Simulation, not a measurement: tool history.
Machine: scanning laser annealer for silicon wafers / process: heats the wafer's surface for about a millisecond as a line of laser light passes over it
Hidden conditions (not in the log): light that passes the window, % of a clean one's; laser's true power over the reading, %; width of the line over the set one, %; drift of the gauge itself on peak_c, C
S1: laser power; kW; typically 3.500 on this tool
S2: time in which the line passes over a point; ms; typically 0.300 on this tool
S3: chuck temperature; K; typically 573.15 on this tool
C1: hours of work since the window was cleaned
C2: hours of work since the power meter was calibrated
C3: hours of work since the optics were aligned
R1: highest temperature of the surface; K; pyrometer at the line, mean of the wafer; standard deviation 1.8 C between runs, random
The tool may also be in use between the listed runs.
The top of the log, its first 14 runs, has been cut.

Run 15, hour 169.9: usual settings but S2 0.220 ms; C1 556; C2 106; C3 588. Result: R1 1208.15 K.
Run 16, hour 180.8: usual settings; C1 561; C2 110; C3 592. Result: R1 1317.15 K.
Run 17, hour 189.1: usual settings; C1 564; C2 114; C3 595. Result: R1 1313.15 K.
Run 18, hour 199.7: usual settings but S3 611.15 K; C1 568; C2 118; C3 600. Result: R1 1355.15 K.
Run 19, hour 211.1: usual settings but S3 611.15 K; C1 573; C2 123; C3 604. Result: R1 1353.15 K.
Run 20, hour 223.2: usual settings but S1 3.239 kW, S2 0.360 ms; C1 578; C2 128; C3 609. Result: R1 1329.15 K.
At hour 229.7: optics aligned, line set to its width.
Run 21, hour 242.7: usual settings but S1 3.768 kW, S2 0.354 ms; C1 583; C2 133; C3 5. Result: R1 1430.15 K.
Run 22, hour 258.8: usual settings but S1 3.768 kW, S2 0.354 ms; C1 590; C2 140; C3 12. Result: R1 1427.15 K.
Run 23, hour 267.0: usual settings but S1 3.268 kW; C1 593; C2 143; C3 15. Result: R1 1264.15 K.
At hour 279.7: optics aligned, line set to its width, once more.
Run 24, hour 287.4: usual settings but S1 2.984 kW, S2 0.323 ms, S3 538.15 K; C1 599; C2 149; C3 3. Result: R1 1210.15 K.
Run 25, hour 296.1: usual settings but S1 2.984 kW, S2 0.323 ms, S3 538.15 K; C1 603; C2 153; C3 7. Result: R1 1207.15 K.
Run 26, hour 313.3: usual settings but S2 0.346 ms, S3 577.15 K; C1 610; C2 160; C3 14. Result: R1 1378.15 K.
Run 27, hour 322.5: usual settings but S1 3.391 kW, S2 0.248 ms, S3 611.15 K; C1 614; C2 164; C3 17. Result: R1 1270.15 K.
Run 28, hour 332.9: usual settings but S1 3.391 kW, S2 0.363 ms, S3 536.15 K; C1 618; C2 168; C3 21. Result: R1 1331.15 K.
Run 29, hour 349.7: usual settings but S1 3.391 kW, S2 0.363 ms, S3 536.15 K; C1 625; C2 174; C3 28. Result: R1 1331.15 K.
Run 30, hour 365.8: usual settings but S1 3.391 kW, S2 0.363 ms, S3 536.15 K; C1 631; C2 181; C3 35. Result: R1 1332.15 K.
Run 31, hour 383.7: usual settings but S1 3.391 kW, S2 0.363 ms, S3 536.15 K; C1 638; C2 188; C3 42. Result: R1 1330.15 K.
Run 32, hour 397.0: usual settings but S1 3.399 kW, S2 0.327 ms, S3 589.15 K; C1 644; C2 194; C3 47. Result: R1 1347.15 K.
Run 33, hour 416.2: usual settings but S1 3.703 kW, S2 0.293 ms; C1 651; C2 201; C3 55. Result: R1 1349.15 K.
Run 34, hour 425.0: usual settings but S1 3.463 kW; C1 655; C2 205; C3 59. Result: R1 1310.15 K.

Consider 3 possible next runs. They are alternatives, not a sequence: every one starts from the tool as it was left by run 34. What does each give?
Run A, hour 438.3: usual settings but S1 3.053 kW, S2 0.260 ms; C1 660; C2 210; C3 64. Result: R1 ?.
Run B, hour 438.3: usual settings but S1 3.080 kW, S2 0.262 ms; C1 660; C2 210; C3 64. Result: R1 ?.
Run C, hour 438.3: usual settings but S1 3.463 kW, S3 550.15 K; C1 660; C2 210; C3 64. Result: R1 ?.

run       R1
  A  1187.15
  B  1193.15
  C  1288.15
With no hidden state in the tool, these same runs would have given:
run       R1
  A  1200.15
  B  1206.15
  C  1304.15

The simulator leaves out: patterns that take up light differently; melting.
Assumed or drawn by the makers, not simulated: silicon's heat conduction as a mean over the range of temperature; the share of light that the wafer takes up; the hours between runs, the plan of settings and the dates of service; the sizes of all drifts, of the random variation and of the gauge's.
